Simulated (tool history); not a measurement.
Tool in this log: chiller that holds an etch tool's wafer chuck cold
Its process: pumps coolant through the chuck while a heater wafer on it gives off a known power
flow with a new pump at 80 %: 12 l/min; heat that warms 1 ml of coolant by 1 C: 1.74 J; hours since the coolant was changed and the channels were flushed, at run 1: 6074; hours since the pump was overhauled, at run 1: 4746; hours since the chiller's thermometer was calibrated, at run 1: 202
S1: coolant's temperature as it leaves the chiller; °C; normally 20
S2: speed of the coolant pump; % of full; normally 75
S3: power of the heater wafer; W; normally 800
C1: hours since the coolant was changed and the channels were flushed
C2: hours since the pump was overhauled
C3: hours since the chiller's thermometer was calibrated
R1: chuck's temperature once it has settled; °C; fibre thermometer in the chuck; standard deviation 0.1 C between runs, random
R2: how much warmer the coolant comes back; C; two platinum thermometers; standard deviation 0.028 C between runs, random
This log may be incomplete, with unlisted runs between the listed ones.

run 1 day=0 | S1=20 S2=75 S3=800 | C1=6074 C2=4746 C3=202 | R1=26 R2=2.53
run 2 day=5.629 | S1=20 S2=75 S3=800 | C1=6209 C2=4881 C3=337 | R1=25.9 R2=2.52
run 3 day=10.862 | S1=20 S2=75 S3=800 | C1=6335 C2=5006 C3=463 | R1=26 R2=2.47
run 4 day=15.758 | S1=20 S2=75 S3=800 | C1=6452 C2=5124 C3=581 | R1=26 R2=2.55
run 5 day=18.833 | S1=20 S2=63 S3=800 | C1=6526 C2=5198 C3=654 | R1=26.6 R2=3.06
run 6 day=24.662 | S1=20 S2=75 S3=800 | C1=6666 C2=5338 C3=794 | R1=26.2 R2=2.56
run 7 day=28.792 | S1=24 S2=87 S3=800 | C1=6765 C2=5437 C3=893 | R1=29.4 R2=2.21
-- day=33.771 coolant changed, channels flushed
run 8 day=34.954 | S1=24 S2=87 S3=800 | C1=28 C2=5579 C3=1035 | R1=29.6 R2=2.2
run 9 day=40.192 | S1=24 S2=87 S3=800 | C1=154 C2=5704 C3=1161 | R1=29.4 R2=2.24
run 10 day=45.929 | S1=15 S2=87 S3=800 | C1=292 C2=5842 C3=1299 | R1=20.6 R2=2.22
run 11 day=49.75 | S1=20 S2=75 S3=800 | C1=383 C2=5934 C3=1390 | R1=26.1 R2=2.67
run 12 day=55.671 | S1=19 S2=77 S3=1135 | C1=526 C2=6076 C3=1532 | R1=27.3 R2=3.63

Entry by entry between the runs, the difference in hidden state between the last listed run before and the first listed run after:
Between runs 7 and 8: coolant changed, channels flushed (day 33.771)
  heat passed by the chuck's channels, % of clean ones': 99.5 -> 100; drift of the gauge itself on warmer_back_c, C: 0.11 -> 0.13
  difference, measured minus the result without the unlogged condition, R2: +0.11 -> +0.13 C
